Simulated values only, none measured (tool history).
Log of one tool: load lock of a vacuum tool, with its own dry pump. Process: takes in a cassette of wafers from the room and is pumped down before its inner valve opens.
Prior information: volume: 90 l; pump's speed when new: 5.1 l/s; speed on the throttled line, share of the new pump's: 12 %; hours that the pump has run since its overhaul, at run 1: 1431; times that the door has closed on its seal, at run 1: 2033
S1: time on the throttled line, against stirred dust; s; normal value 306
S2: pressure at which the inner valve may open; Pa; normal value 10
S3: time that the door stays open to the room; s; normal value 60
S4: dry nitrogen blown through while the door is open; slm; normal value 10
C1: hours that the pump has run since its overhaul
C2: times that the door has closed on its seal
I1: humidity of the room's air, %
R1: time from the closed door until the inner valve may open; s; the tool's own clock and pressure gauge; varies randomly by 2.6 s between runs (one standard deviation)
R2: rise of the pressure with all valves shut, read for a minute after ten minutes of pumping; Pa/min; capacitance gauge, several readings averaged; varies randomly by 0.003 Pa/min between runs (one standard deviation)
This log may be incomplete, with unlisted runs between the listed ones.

{"run": 1, "day": 0.0, "S1": 306, "S2": 10, "S3": 60, "S4": 10, "C1": 1431, "C2": 2033, "I1": 50.3, "R1": 439.2, "R2": 0.045}
{"run": 2, "day": 5.671, "S1": 306, "S2": 7, "S3": 60, "S4": 10, "C1": 1567, "C2": 2342, "I1": 43.7, "R1": 443.8, "R2": 0.041}
{"run": 3, "day": 8.171, "S1": 306, "S2": 7, "S3": 60, "S4": 10, "C1": 1627, "C2": 2478, "I1": 43.8, "R1": 445.8, "R2": 0.041}
{"run": 4, "day": 11.05, "S1": 306, "S2": 7, "S3": 60, "S4": 10, "C1": 1696, "C2": 2635, "I1": 48.3, "R1": 445.5, "R2": 0.04}
{"run": 5, "day": 15.579, "S1": 306, "S2": 10, "S3": 60, "S4": 13, "C1": 1805, "C2": 2882, "I1": 46.5, "R1": 438.8, "R2": 0.039}
{"run": 6, "day": 20.546, "S1": 306, "S2": 10, "S3": 60, "S4": 10, "C1": 1924, "C2": 3152, "I1": 46.1, "R1": 439.1, "R2": 0.04}
{"run": 7, "day": 25.433, "S1": 306, "S2": 10, "S3": 60, "S4": 10, "C1": 2042, "C2": 3418, "I1": 42.2, "R1": 442.5, "R2": 0.043}
{"run": 8, "day": 28.733, "S1": 306, "S2": 10, "S3": 60, "S4": 10, "C1": 2121, "C2": 3598, "I1": 46.1, "R1": 446.1, "R2": 0.045}
{"run": 9, "day": 33.8, "S1": 306, "S2": 15, "S3": 60, "S4": 10, "C1": 2242, "C2": 3874, "I1": 47.0, "R1": 428.1, "R2": 0.04}
{"run": 10, "day": 39.05, "S1": 306, "S2": 15, "S3": 60, "S4": 10, "C1": 2368, "C2": 4160, "I1": 42.5, "R1": 432.1, "R2": 0.048}
{"run": 11, "day": 41.908, "S1": 306, "S2": 15, "S3": 60, "S4": 10, "C1": 2437, "C2": 4315, "I1": 45.6, "R1": 430.6, "R2": 0.049}
{"run": 12, "day": 47.192, "S1": 331, "S2": 10, "S3": 60, "S4": 10, "C1": 2564, "C2": 4603, "I1": 46.1, "R1": 460.9, "R2": 0.049}
{"run": 13, "day": 52.121, "S1": 306, "S2": 10, "S3": 60, "S4": 10, "C1": 2682, "C2": 4872, "I1": 44.2, "R1": 441.1, "R2": 0.041}
{"run": 14, "day": 55.425, "S1": 306, "S2": 10, "S3": 60, "S4": 10, "C1": 2761, "C2": 5052, "I1": 44.3, "R1": 440.4, "R2": 0.036}
{"run": 15, "day": 59.571, "S1": 306, "S2": 10, "S3": 60, "S4": 10, "C1": 2861, "C2": 5277, "I1": 44.8, "R1": 442.5, "R2": 0.042}
{"run": 16, "day": 63.975, "S1": 306, "S2": 10, "S3": 60, "S4": 10, "C1": 2967, "C2": 5517, "I1": 46.1, "R1": 441.2, "R2": 0.042}
{"run": 17, "day": 67.354, "S1": 306, "S2": 10, "S3": 60, "S4": 10, "C1": 3048, "C2": 5701, "I1": 45.5, "R1": 442.7, "R2": 0.044}
{"run": 18, "day": 72.825, "S1": 306, "S2": 10, "S3": 60, "S4": 10, "C1": 3179, "C2": 5999, "I1": 48.9, "R1": 438.0, "R2": 0.047}
{"run": 19, "day": 78.35, "S1": 306, "S2": 10, "S3": 60, "S4": 10, "C1": 3312, "C2": 6300, "I1": 43.9, "R1": 440.7, "R2": 0.041}
{"run": 20, "day": 84.208, "S1": 161, "S2": 10, "S3": 60, "S4": 10, "C1": 3452, "C2": 6619, "I1": 45.2, "R1": 314.8, "R2": 0.051}
{"run": 21, "day": 87.575, "S1": 292, "S2": 10, "S3": 60, "S4": 15, "C1": 3533, "C2": 6802, "I1": 45.9, "R1": 430.3, "R2": 0.039}
{"run": 22, "day": 92.938, "S1": 172, "S2": 10, "S3": 60, "S4": 8, "C1": 3662, "C2": 7094, "I1": 47.2, "R1": 318.7, "R2": 0.053}
{"run": 23, "day": 97.375, "S1": 172, "S2": 10, "S3": 181, "S4": 32, "C1": 3768, "C2": 7336, "I1": 44.8, "R1": 324.0, "R2": 0.047}
{"run": 24, "day": 100.379, "S1": 172, "S2": 10, "S3": 181, "S4": 30, "C1": 3840, "C2": 7499, "I1": 46.0, "R1": 323.1, "R2": 0.056}
{"run": 25, "day": 104.246, "S1": 172, "S2": 17, "S3": 181, "S4": 30, "C1": 3933, "C2": 7710, "I1": 42.2, "R1": 318.9, "R2": 0.052}
{"run": 26, "day": 107.375, "S1": 306, "S2": 14, "S3": 60, "S4": 10, "C1": 4008, "C2": 7880, "I1": 42.3, "R1": 435.1, "R2": 0.039}
{"run": 27, "day": 112.2, "S1": 306, "S2": 14, "S3": 60, "S4": 10, "C1": 4124, "C2": 8143, "I1": 46.8, "R1": 436.8, "R2": 0.046}
{"run": 28, "day": 115.538, "S1": 360, "S2": 12, "S3": 37, "S4": 40, "C1": 4204, "C2": 8325, "I1": 42.3, "R1": 484.0, "R2": 0.018}
{"run": 29, "day": 118.762, "S1": 360, "S2": 12, "S3": 37, "S4": 40, "C1": 4282, "C2": 8500, "I1": 47.6, "R1": 482.5, "R2": 0.024}
{"run": 30, "day": 122.988, "S1": 360, "S2": 12, "S3": 81, "S4": 43, "C1": 4383, "C2": 8730, "I1": 47.4, "R1": 489.1, "R2": 0.031}
{"run": 31, "day": 127.467, "S1": 193, "S2": 12, "S3": 62, "S4": 43, "C1": 4490, "C2": 8974, "I1": 44.7, "R1": 339.6, "R2": 0.025}
{"run": 32, "day": 133.362, "S1": 306, "S2": 10, "S3": 27, "S4": 10, "C1": 4632, "C2": 9295, "I1": 40.9, "R1": 440.9, "R2": 0.027}
{"run": 33, "day": 137.6, "S1": 454, "S2": 10, "S3": 90, "S4": 36, "C1": 4734, "C2": 9526, "I1": 44.7, "R1": 570.1, "R2": 0.037}
{"run": 34, "day": 142.683, "S1": 324, "S2": 10, "S3": 88, "S4": 36, "C1": 4856, "C2": 9803, "I1": 42.2, "R1": 457.4, "R2": 0.035}
{"run": 35, "day": 145.092, "S1": 324, "S2": 10, "S3": 88, "S4": 36, "C1": 4913, "C2": 9934, "I1": 45.2, "R1": 459.9, "R2": 0.033}
{"run": 36, "day": 148.2, "S1": 324, "S2": 10, "S3": 55, "S4": 36, "C1": 4988, "C2": 10103, "I1": 44.3, "R1": 454.5, "R2": 0.024}
{"run": 37, "day": 150.629, "S1": 559, "S2": 16, "S3": 63, "S4": 9, "C1": 5046, "C2": 10236, "I1": 47.3, "R1": 655.5, "R2": 0.053}
{"run": 38, "day": 153.108, "S1": 184, "S2": 8, "S3": 46, "S4": 7, "C1": 5106, "C2": 10371, "I1": 48.2, "R1": 340.3, "R2": 0.047}

Some steps in R1 between neighbouring runs. How much of each would the tool show without its hidden state too (settings, what came in, random variation), and how much is left for the hidden state, with any gauge scatter that isn't in both results?
Hidden state at play: pump's speed, % of a new pump's; leak at the door's seal, Pa l/s; drift of the gauge itself on ready_s, %; drift of the gauge itself on rise_pa_min, %.
Run 30 -> 31: S1 360 -> 193, S3 81 -> 62. R1 -149.5 s: hidden state +1.3, all else -150.8.
Run 36 -> 37: S1 324 -> 559, S2 10 -> 16, S3 55 -> 63, S4 36 -> 9. R1 +201.0 s: hidden state -2.4, all else +203.4.
Run 37 -> 38: S1 559 -> 184, S2 16 -> 8, S3 63 -> 46, S4 9 -> 7. R1 -315.2 s: hidden state +4.0, all else -319.2.
